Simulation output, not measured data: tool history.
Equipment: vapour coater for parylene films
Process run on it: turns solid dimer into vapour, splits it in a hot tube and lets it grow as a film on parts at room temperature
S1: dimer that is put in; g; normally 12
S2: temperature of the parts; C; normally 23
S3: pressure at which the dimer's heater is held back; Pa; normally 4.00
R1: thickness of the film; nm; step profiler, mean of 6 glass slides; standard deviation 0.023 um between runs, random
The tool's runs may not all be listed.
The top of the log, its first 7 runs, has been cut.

{"run": 8, "hour": 207.0, "S1": 12, "S2": 23, "S3": 4.0, "R1": 2610}
{"run": 9, "hour": 223.5, "S1": 12, "S2": 23, "S3": 4.0, "R1": 2560}
{"run": 10, "hour": 252.0, "S1": 8, "S2": 23, "S3": 4.0, "R1": 1690}
{"run": 11, "hour": 285.8, "S1": 8, "S2": 23, "S3": 4.0, "R1": 1680}
{"run": 12, "hour": 303.5, "S1": 12, "S2": 23, "S3": 4.0, "R1": 2510}
{"run": 13, "hour": 327.5, "S1": 12, "S2": 20, "S3": 4.0, "R1": 2880}
{"run": 14, "hour": 352.7, "S1": 12, "S2": 20, "S3": 4.0, "R1": 2840}
{"run": 15, "hour": 383.2, "S1": 12, "S2": 20, "S3": 4.0, "R1": 2780}
{"run": 16, "hour": 412.0, "S1": 12, "S2": 20, "S3": 4.0, "R1": 2750}
{"run": 17, "hour": 446.6, "S1": 12, "S2": 23, "S3": 4.0, "R1": 2400}
{"run": 18, "hour": 464.9, "S1": 12, "S2": 23, "S3": 4.0, "R1": 2380}
{"run": 19, "hour": 484.6, "S1": 12, "S2": 23, "S3": 4.0, "R1": 2350}
{"run": 20, "hour": 513.9, "S1": 12, "S2": 17, "S3": 4.8, "R1": 3050}
{"run": 21, "hour": 537.3, "S1": 12, "S2": 23, "S3": 3.83, "R1": 2300}
{"hour": 557.5, "done": "trap's valve overhauled"}
{"run": 22, "hour": 572.1, "S1": 12, "S2": 23, "S3": 3.83, "R1": 2610}
{"run": 23, "hour": 593.9, "S1": 12, "S2": 32, "S3": 4.0, "R1": 1710}
{"run": 24, "hour": 616.2, "S1": 7, "S2": 24, "S3": 7.42, "R1": 1390}
{"run": 25, "hour": 634.7, "S1": 7, "S2": 33, "S3": 8.48, "R1": 900}
{"run": 26, "hour": 669.8, "S1": 6, "S2": 15, "S3": 11.14, "R1": 1720}
{"run": 27, "hour": 685.5, "S1": 12, "S2": 23, "S3": 3.91, "R1": 2600}
{"run": 28, "hour": 719.8, "S1": 20, "S2": 23, "S3": 11.9, "R1": 3810}
{"run": 29, "hour": 742.0, "S1": 14, "S2": 32, "S3": 7.85, "R1": 1830}
{"run": 30, "hour": 765.7, "S1": 11, "S2": 26, "S3": 10.5, "R1": 1860}
{"run": 31, "hour": 792.2, "S1": 11, "S2": 26, "S3": 10.5, "R1": 1830}
{"run": 32, "hour": 818.7, "S1": 11, "S2": 22, "S3": 10.5, "R1": 2110}

What does the tool deliver on the next run?
{"run": 33, "hour": 833.1, "S1": 7, "S2": 29, "S3": 4.0, "R1": "?"}

{"run 33": {"R1": 1050}}
Without the tool's hidden state the same run would have given R1 1190 nm.
